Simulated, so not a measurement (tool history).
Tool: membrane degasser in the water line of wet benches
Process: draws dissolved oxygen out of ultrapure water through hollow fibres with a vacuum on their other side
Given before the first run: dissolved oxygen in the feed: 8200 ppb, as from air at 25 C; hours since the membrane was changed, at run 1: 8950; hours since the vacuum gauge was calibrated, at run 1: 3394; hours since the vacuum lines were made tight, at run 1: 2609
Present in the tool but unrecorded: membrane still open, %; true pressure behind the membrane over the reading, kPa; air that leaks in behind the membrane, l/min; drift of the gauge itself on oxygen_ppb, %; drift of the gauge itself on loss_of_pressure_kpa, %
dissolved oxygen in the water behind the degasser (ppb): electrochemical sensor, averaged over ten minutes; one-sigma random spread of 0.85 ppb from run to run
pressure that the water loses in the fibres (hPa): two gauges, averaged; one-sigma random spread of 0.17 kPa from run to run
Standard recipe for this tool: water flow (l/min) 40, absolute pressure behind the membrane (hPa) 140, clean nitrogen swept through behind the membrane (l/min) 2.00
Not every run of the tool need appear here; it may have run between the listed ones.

run,hour,water flow (l/min),absolute pressure behind the membrane (hPa),clean nitrogen swept through behind the membrane (l/min),hours since the membrane was changed,hours since the vacuum gauge was calibrated,hours since the vacuum lines were made tight,dissolved oxygen in the water behind the degasser (ppb),pressure that the water loses in the fibres (hPa)
1,0.0,40,140,2.00,8950,3394,2609,488.2,408.4
2,267.5,40,140,2.00,9217,3661,2876,488.7,408.3
3,512.2,40,140,2.00,9462,3906,3121,489.7,408.3
4,734.6,40,140,2.00,9685,4129,3343,491.6,408.1
5,882.1,40,140,2.00,9832,4276,3491,489.4,409.5
6,1055.6,40,140,2.00,10006,4450,3664,491.1,412.0
7,1228.6,40,140,2.00,10178,4623,3837,491.9,409.7
8,1502.9,40,140,2.00,10453,4897,4112,492.0,411.8
9,1673.3,40,140,2.00,10623,5067,4282,492.6,413.5
10,1925.1,40,140,2.00,10875,5319,4534,493.8,414.3
# hour 2047.3: seals of the vacuum lines changed
11,2228.2,40,140,2.00,11176,5620,181,492.3,410.7
12,2431.3,30,140,2.00,11379,5823,384,370.5,308.6
# hour 2550.3: vacuum gauge calibrated
13,2580.3,30,140,2.00,11528,30,533,369.1,310.1
14,2803.9,34,140,2.00,11751,254,756,415.6,352.2
15,2938.1,34,140,2.00,11886,388,890,416.3,352.3
16,3137.6,40,140,2.00,12085,587,1090,488.7,416.4
17,3399.9,49,248,1.01,12347,850,1352,1724.7,511.3
18,3565.4,31,140,2.00,12513,1015,1518,382.1,323.1
19,3864.3,40,140,1.29,12812,1314,1816,688.7,420.4
# hour 3890.0: membrane cartridge changed
20,4115.7,32,269,0.94,226,1561,2064,1428.2,308.0
21,4389.5,32,269,0.94,500,1835,2338,1432.7,307.8
22,4644.7,43,269,5.53,755,2090,2593,448.6,416.5
23,4943.0,40,197,2.16,1053,2389,2891,660.8,386.3
24,5186.3,49,311,2.00,1296,2632,3135,1320.7,475.0
25,5320.2,53,288,2.27,1430,2766,3268,1192.2,512.5
26,5587.1,53,288,2.27,1697,3033,3535,1198.9,515.7
27,5723.3,29,136,1.00,1833,3169,3671,612.1,282.0
28,5998.6,58,217,5.44,2109,3444,3947,513.9,563.3
29,6270.5,60,99,1.43,2380,3716,4219,607.4,582.3
30,6555.3,60,99,1.43,2665,4001,4504,608.8,587.0
# hour 6707.8: seals of the vacuum lines changed
31,6752.1,60,99,3.35,2860,4196,44,344.3,587.0

Alternative continuations, all from the tool just after run 31; predict every row:
A,6998.3,39,140,2.00,3106,4442,290,?,?
B,6998.3,51,140,2.00,3106,4442,290,?,?
C,6998.3,37,107,3.35,3106,4442,290,?,?

run,dissolved oxygen in the water behind the degasser (ppb),pressure that the water loses in the fibres (hPa)
A,469.6,382.0
B,610.5,499.6
C,208.8,363.8
With no hidden state in the tool, these same runs would have given:
run,dissolved oxygen in the water behind the degasser (ppb),pressure that the water loses in the fibres (hPa)
A,464.7,374.5
B,602.7,489.8
C,205.2,356.7
